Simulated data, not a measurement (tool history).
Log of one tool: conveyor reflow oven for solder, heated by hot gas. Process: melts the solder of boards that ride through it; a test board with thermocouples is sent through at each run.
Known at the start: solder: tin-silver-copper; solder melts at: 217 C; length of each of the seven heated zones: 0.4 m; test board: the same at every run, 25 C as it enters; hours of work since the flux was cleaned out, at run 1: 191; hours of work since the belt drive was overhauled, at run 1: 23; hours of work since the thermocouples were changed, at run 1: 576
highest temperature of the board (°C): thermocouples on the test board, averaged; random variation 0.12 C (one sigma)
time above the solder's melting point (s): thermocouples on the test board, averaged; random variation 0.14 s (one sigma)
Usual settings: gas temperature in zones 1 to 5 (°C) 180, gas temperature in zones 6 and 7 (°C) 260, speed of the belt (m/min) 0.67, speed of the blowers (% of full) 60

run,hour,gas temperature in zones 1 to 5 (°C),gas temperature in zones 6 and 7 (°C),speed of the belt (m/min),speed of the blowers (% of full),hours of work since the flux was cleaned out,hours of work since the belt drive was overhauled,hours of work since the thermocouples were changed,highest temperature of the board (°C),time above the solder's melting point (s)
1,0,180,260,0.67,60,191,23,576,247.4,53.3
2,4.8,180,260,0.67,60,195,26,579,247.3,53
3,10.4,180,260,0.67,60,198,30,583,247.3,52.9
4,15.6,180,260,0.67,60,202,33,586,247.3,53.1
5,24.8,180,260,0.67,60,208,39,592,247.3,53
6,33.8,180,263,0.67,60,214,45,598,250.1,54.6
7,41.7,180,263,0.67,60,219,50,603,250,54.6
8,48.2,180,260,0.67,81,223,54,608,249.8,55.6
9,53.9,180,260,0.67,81,227,58,611,249.9,55.6
10,62.2,180,260,0.614,81,232,64,617,251.9,62.7
11,66.7,180,260,0.614,81,235,67,620,251.6,62.4
12,74,180,260,0.614,81,240,71,625,251.7,62.7
13,82.6,180,260,0.67,77,246,77,630,249.5,55
14,86.9,180,260,0.748,60,249,80,633,244.3,44.4
15,92.7,180,260,0.748,60,252,84,637,244.6,44.3
16,97.4,180,260,0.622,60,255,87,640,249.3,59
17,101.9,185,260,0.67,86,258,90,643,251.1,58.2
18,106,185,274,0.791,86,261,92,646,259.3,52.1
19,114.3,171,258,0.663,62,267,98,651,244.8,48.5
20,118.1,180,260,0.67,60,269,100,654,247.5,52.6
21,122.6,180,260,0.67,60,272,103,657,247.3,53.2
22,131.5,180,260,0.67,72,278,109,663,248.9,54.3
23,137.3,180,260,0.791,72,282,113,666,244.5,42
24,141.8,192,260,0.775,82,285,116,669,248.6,50.6
25,146.3,192,260,0.754,60,288,119,672,246.6,49.9
26,151.4,173,260,0.634,60,291,122,676,247.6,54
27,158.1,173,260,0.634,60,295,127,680,247.8,53.9
28,162,190,260,0.783,60,298,129,683,245,45.9
29,170.3,190,260,0.783,60,303,135,688,245.2,46.1
30,177.6,190,260,0.783,60,308,140,693,245,46.1

Forecast each of these 3 alternatives for the next run:
A,184.3,173,251,0.783,87,313,144,697,?,?
B,184.3,166,260,0.629,62,313,144,697,?,?
C,184.3,180,260,0.67,56,313,144,697,?,?

run,highest temperature of the board (°C),time above the solder's melting point (s)
A,237.6,35.7
B,247.2,51.9
C,246.9,52.1
Without the tool's hidden state the same runs would have given:
run,highest temperature of the board (°C),time above the solder's melting point (s)
A,237.7,35.8
B,247.2,52
C,246.9,52.1

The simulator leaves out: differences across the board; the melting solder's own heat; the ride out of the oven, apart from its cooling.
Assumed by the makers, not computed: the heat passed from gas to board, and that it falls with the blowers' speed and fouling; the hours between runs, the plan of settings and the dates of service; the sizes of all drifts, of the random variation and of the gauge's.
